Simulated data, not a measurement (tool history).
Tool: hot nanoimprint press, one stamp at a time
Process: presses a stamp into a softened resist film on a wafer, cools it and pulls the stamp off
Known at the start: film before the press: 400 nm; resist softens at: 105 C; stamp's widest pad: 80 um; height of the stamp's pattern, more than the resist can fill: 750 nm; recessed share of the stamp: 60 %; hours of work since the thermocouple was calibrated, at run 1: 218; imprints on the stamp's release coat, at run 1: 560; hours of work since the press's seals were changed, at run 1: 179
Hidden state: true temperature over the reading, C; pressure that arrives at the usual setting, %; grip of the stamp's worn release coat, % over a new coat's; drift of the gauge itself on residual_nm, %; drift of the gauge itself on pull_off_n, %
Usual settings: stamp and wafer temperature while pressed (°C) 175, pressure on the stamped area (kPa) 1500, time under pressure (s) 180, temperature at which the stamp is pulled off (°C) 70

run,hour,stamp and wafer temperature while pressed (°C),pressure on the stamped area (kPa),time under pressure (s),temperature at which the stamp is pulled off (°C),hours of work since the thermocouple was calibrated,imprints on the stamp's release coat,hours of work since the press's seals were changed,resist left under the stamp's widest pad (Å),greatest force while the stamp is pulled off (N)
1,0.0,175,1500,180,70,218,560,179,1994,169
2,56.4,175,1500,180,70,242,748,203,1992,170
3,115.1,175,1500,180,70,268,944,229,1985,168
# hour 150.3: plate thermocouple calibrated
4,176.4,175,1500,180,70,11,1139,254,1988,170
5,221.5,175,1500,180,70,31,1289,273,1991,168
6,267.1,175,1500,180,70,51,1442,293,1996,160
7,320.9,182,1500,180,70,74,1622,316,1390,166
8,355.6,175,1500,151,70,89,1737,331,2127,171
# hour 409.4: stamp cleaned and given a new release coat
9,415.1,175,1500,151,70,112,19,355,2120,170
10,477.7,175,1500,151,70,139,228,382,2122,167
11,522.5,175,1500,180,70,158,378,401,1991,166
12,573.4,175,1500,180,70,181,548,423,1997,165
13,635.5,175,1500,180,70,207,755,450,1993,165
14,683.7,175,1500,115,70,228,916,471,2314,170
15,715.3,175,1500,180,70,242,1022,484,1981,166
16,765.9,175,1500,180,70,264,1191,506,1982,161
17,800.5,175,2340,175,55,279,1306,521,1670,221
# hour 807.5: plate thermocouple calibrated
18,864.4,175,2340,121,59,25,1510,548,1940,209
19,892.9,165,2340,121,70,37,1605,560,2992,173
20,947.2,175,1500,111,57,60,1786,583,2346,217
21,976.6,175,1500,199,70,73,1885,596,1909,168
# hour 986.4: stamp cleaned and given a new release coat
22,1025.4,175,1000,351,63,92,130,615,1794,190
23,1091.7,170,1850,206,58,120,352,643,2235,209
24,1129.2,186,1500,180,70,137,477,660,1123,168
25,1195.9,177,1500,134,70,165,700,689,1994,168
26,1242.3,177,1500,134,70,186,855,709,2002,166
27,1298.1,177,1500,134,70,210,1041,733,1997,169
28,1332.6,177,1500,318,60,225,1157,748,1413,200
29,1364.1,175,1500,94,58,238,1262,761,2458,220
30,1427.9,184,1500,94,58,266,1475,789,1640,213
# hour 1465.9: plate thermocouple calibrated
31,1484.4,184,1500,94,58,8,1653,812,1637,202

Some steps in resist left under the stamp's widest pad (Å) between neighbouring runs. How much of each would the tool show without its hidden state too (settings, what came in, random variation), and how much is left for the hidden state, with any gauge scatter that isn't in both results?
Run 18 -> 19: stamp and wafer temperature while pressed (°C) 175 -> 165, temperature at which the stamp is pulled off (°C) 59 -> 70. resist left under the stamp's widest pad (Å) +1052: hidden state -8, all else +1060.
Run 23 -> 24: stamp and wafer temperature while pressed (°C) 170 -> 186, pressure on the stamped area (kPa) 1850 -> 1500, time under pressure (s) 206 -> 180, temperature at which the stamp is pulled off (°C) 58 -> 70. resist left under the stamp's widest pad (Å) -1112: hidden state +9, all else -1121.
Run 24 -> 25: stamp and wafer temperature while pressed (°C) 186 -> 177, time under pressure (s) 180 -> 134. resist left under the stamp's widest pad (Å) +871: hidden state -9, all else +880.
Run 28 -> 29: stamp and wafer temperature while pressed (°C) 177 -> 175, time under pressure (s) 318 -> 94, temperature at which the stamp is pulled off (°C) 60 -> 58. resist left under the stamp's widest pad (Å) +1045: hidden state -12, all else +1057.
